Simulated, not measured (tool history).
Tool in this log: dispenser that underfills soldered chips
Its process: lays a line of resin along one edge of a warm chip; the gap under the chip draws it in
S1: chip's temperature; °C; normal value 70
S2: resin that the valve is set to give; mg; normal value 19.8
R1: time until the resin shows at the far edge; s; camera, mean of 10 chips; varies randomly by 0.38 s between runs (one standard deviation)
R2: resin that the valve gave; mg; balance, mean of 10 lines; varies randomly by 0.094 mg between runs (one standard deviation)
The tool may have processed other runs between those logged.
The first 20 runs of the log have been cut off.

Run 21, hour 74.9: usual settings but S1 64 °C, S2 22.4 mg. Result: R1 45.7 s, R2 21.60 mg.
At hour 79.6: new syringe of resin.
Run 22, hour 79.6: usual settings but S1 58 °C, S2 20.0 mg. Result: R1 37.1 s, R2 19.21 mg.
Run 23, hour 84.2: usual settings but S1 58 °C, S2 20.0 mg. Result: R1 49.3 s, R2 19.24 mg.
Run 24, hour 86.9: usual settings but S1 61 °C, S2 17.1 mg. Result: R1 52.5 s, R2 16.44 mg.
Run 25, hour 90.0: usual settings but S1 63 °C, S2 17.9 mg. Result: R1 60.0 s, R2 17.11 mg.
At hour 91.9: new syringe of resin.
Run 26, hour 95.0: usual settings but S1 63 °C, S2 17.9 mg. Result: R1 38.7 s, R2 17.18 mg.
Run 27, hour 98.3: usual settings but S1 83 °C, S2 17.1 mg. Result: R1 23.6 s, R2 16.26 mg.
Run 28, hour 101.9: usual settings but S1 74 °C, S2 22.9 mg. Result: R1 39.6 s, R2 21.48 mg.
At hour 104.0: new syringe of resin.
Run 29, hour 104.7: usual settings but S1 72 °C, S2 23.6 mg. Result: R1 21.9 s, R2 22.16 mg.
Run 30, hour 107.3: usual settings but S1 69 °C, S2 18.1 mg. Result: R1 30.8 s, R2 17.08 mg.
At hour 109.3: dispensing valve cleaned and set on the balance.
Run 31, hour 112.7: usual settings but S1 69 °C, S2 21.7 mg. Result: R1 39.3 s, R2 21.52 mg.
At hour 117.0: new syringe of resin.
Run 32, hour 117.4: usual settings but S1 77 °C, S2 19.2 mg. Result: R1 18.9 s, R2 18.98 mg.
Run 33, hour 121.8: usual settings but S1 67 °C, S2 20.4 mg. Result: R1 35.8 s, R2 20.11 mg.
Run 34, hour 125.5: usual settings but S1 56 °C, S2 22.5 mg. Result: R1 70.6 s, R2 22.19 mg.
At hour 129.3: new syringe of resin.
Run 35, hour 130.4: usual settings but S1 56 °C, S2 22.5 mg. Result: R1 42.8 s, R2 22.23 mg.
Run 36, hour 134.3: usual settings but S1 55 °C, S2 17.0 mg. Result: R1 59.3 s, R2 16.76 mg.
Run 37, hour 138.7: usual settings but S1 55 °C, S2 21.3 mg. Result: R1 74.9 s, R2 20.94 mg.

Here are 3 independent what-if runs from the current tool condition. What would each one return?
At hour 141.6: new syringe of resin.
Run A, hour 143.1: usual settings but S1 71 °C, S2 21.3 mg. Result: R1 ?, R2 ?.
At hour 141.6: new syringe of resin.
Run B, hour 143.1: usual settings but S1 57 °C, S2 17.1 mg. Result: R1 ?, R2 ?.
At hour 141.6: new syringe of resin.
Run C, hour 143.1: usual settings but S1 67 °C, S2 17.6 mg. Result: R1 ?, R2 ?.

run    R1     R2
  A  25.6  20.84
  B  43.2  16.75
  C  29.9  17.14
With the hidden condition removed and each run's random variation left untouched, the same runs would have given:
run    R1     R2
  A  22.4  21.29
  B  37.6  17.12
  C  26.1  17.51

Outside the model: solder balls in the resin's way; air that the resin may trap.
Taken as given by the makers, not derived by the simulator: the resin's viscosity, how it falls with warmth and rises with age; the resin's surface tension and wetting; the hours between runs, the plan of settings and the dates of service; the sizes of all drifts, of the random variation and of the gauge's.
